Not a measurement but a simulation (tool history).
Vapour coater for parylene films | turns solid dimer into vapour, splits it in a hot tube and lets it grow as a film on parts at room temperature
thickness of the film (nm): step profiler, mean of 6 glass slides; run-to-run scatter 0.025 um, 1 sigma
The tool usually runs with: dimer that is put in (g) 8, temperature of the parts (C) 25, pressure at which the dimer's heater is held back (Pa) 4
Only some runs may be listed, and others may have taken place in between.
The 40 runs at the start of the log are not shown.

run,hour,dimer that is put in (g),temperature of the parts (C),pressure at which the dimer's heater is held back (Pa),thickness of the film (nm)
41,1824.3,8,22,4,3950
42,1858.7,4,23,6.08,1750
43,1912,4,21,4,1980
44,1943.7,4,21,4,1970
45,1974.8,4,22,4.46,1880
# hour 2000.8: trap's valve overhauled
46,2021.9,11,30,5.82,4670
47,2077,10,30,2.82,4990
48,2121.6,8,25,4.14,3950

Forecast each of these 3 alternatives for the next run:
A,2161.1,8,18,4,?
B,2161.1,13,25,4.99,?
C,2161.1,8,25,2.99,?

run,thickness of the film (nm)
A,4390
B,6180
C,4240
Without the tool's unlogged condition, the same runs would have read:
run,thickness of the film (nm)
A,4430
B,6240
C,4280

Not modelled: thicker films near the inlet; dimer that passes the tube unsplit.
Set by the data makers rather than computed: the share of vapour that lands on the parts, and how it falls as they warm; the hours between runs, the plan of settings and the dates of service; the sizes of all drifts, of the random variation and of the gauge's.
